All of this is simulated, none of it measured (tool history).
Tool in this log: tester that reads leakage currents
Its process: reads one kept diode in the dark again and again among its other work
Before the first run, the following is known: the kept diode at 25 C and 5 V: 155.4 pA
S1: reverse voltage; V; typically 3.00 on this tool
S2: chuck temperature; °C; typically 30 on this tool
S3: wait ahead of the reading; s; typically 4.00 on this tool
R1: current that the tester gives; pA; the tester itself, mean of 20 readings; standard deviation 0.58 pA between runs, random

Run 1, hour 0.0: usual settings. Result: R1 180.98 pA.
Run 2, hour 74.9: usual settings but S3 9.87 s. Result: R1 178.37 pA.
Run 3, hour 188.6: usual settings but S3 9.87 s. Result: R1 177.43 pA.
Run 4, hour 313.0: usual settings but S2 33 °C. Result: R1 232.07 pA.
Run 5, hour 464.6: usual settings but S2 33 °C. Result: R1 227.77 pA.
Run 6, hour 610.5: usual settings but S2 33 °C. Result: R1 224.42 pA.
Run 7, hour 693.6: usual settings but S2 33 °C. Result: R1 223.08 pA.
Run 8, hour 851.7: usual settings but S2 33 °C. Result: R1 218.20 pA.
At hour 954.6: chuck's temperature calibrated.
Run 9, hour 995.7: usual settings but S2 33 °C. Result: R1 260.35 pA.
At hour 1004.7: tester calibrated.
Run 10, hour 1083.6: usual settings but S2 33 °C. Result: R1 259.53 pA.
Run 11, hour 1173.9: usual settings but S2 33 °C. Result: R1 258.38 pA.
Run 12, hour 1301.2: usual settings but S2 33 °C, S3 5.72 s. Result: R1 254.25 pA.
Run 13, hour 1459.0: usual settings but S2 33 °C, S3 5.72 s. Result: R1 252.02 pA.
Run 14, hour 1552.3: usual settings but S2 33 °C, S3 5.72 s. Result: R1 248.35 pA.
Run 15, hour 1667.1: usual settings but S2 33 °C, S3 5.72 s. Result: R1 245.60 pA.
Run 16, hour 1738.1: usual settings but S2 33 °C, S3 5.72 s. Result: R1 244.67 pA.
At hour 1818.0: tester calibrated, once more.
Run 17, hour 1868.5: usual settings but S1 7.87 V, S2 42 °C, S3 1.79 s. Result: R1 871.78 pA.
Run 18, hour 1945.4: usual settings but S1 1.71 V, S2 40 °C, S3 0.93 s. Result: R1 331.66 pA.
Run 19, hour 2074.9: usual settings but S1 1.71 V, S2 48 °C, S3 0.93 s. Result: R1 652.28 pA.
Run 20, hour 2153.4: usual settings but S1 1.71 V, S2 48 °C, S3 0.93 s. Result: R1 652.98 pA.
Run 21, hour 2234.2: usual settings but S1 1.71 V, S2 48 °C, S3 1.35 s. Result: R1 645.35 pA.
Run 22, hour 2309.5: usual settings but S1 5.65 V, S2 49 °C, S3 0.83 s. Result: R1 1289.49 pA.
Run 23, hour 2450.9: usual settings but S1 14.72 V, S2 59 °C, S3 8.85 s. Result: R1 4718.72 pA.
Run 24, hour 2603.5: usual settings but S1 14.72 V, S2 35 °C, S3 8.85 s. Result: R1 602.26 pA.
At hour 2707.4: chuck's temperature calibrated.
Run 25, hour 2726.8: usual settings but S1 3.56 V, S3 0.37 s. Result: R1 214.85 pA.
Run 26, hour 2894.0: usual settings but S2 22 °C. Result: R1 90.14 pA.
Run 27, hour 3038.5: usual settings but S2 24 °C, S3 0.34 s. Result: R1 108.02 pA.
Run 28, hour 3175.7: usual settings but S2 24 °C, S3 0.34 s. Result: R1 106.82 pA.
Run 29, hour 3260.1: usual settings but S1 11.32 V. Result: R1 372.53 pA.
Run 30, hour 3363.5: usual settings but S1 14.89 V, S2 54 °C, S3 9.35 s. Result: R1 3440.58 pA.

Each row is a separate what-if for the run after 30, all from the same tool condition, not one after another. Results?
Run A, hour 3454.3: usual settings but S1 2.60 V, S2 54 °C, S3 0.46 s. Result: R1 ?.
Run B, hour 3454.3: usual settings but S1 1.28 V, S2 37 °C, S3 9.35 s. Result: R1 ?.
Run C, hour 3454.3: usual settings but S1 14.89 V, S3 9.35 s. Result: R1 ?.
Run D, hour 3454.3: usual settings but S1 14.89 V, S3 9.35 s. Result: R1 ?.
Run E, hour 3454.3: usual settings but S1 7.76 V, S2 40 °C, S3 9.35 s. Result: R1 ?.

run       R1
  A  1391.44
  B   223.74
  C   419.38
  D   421.08
  E   744.56
Take away the tool's hidden state, keep each run's random variation, and the runs would have read:
run       R1
  A  1468.92
  B   237.25
  C   436.69
  D   438.47
  E   785.79
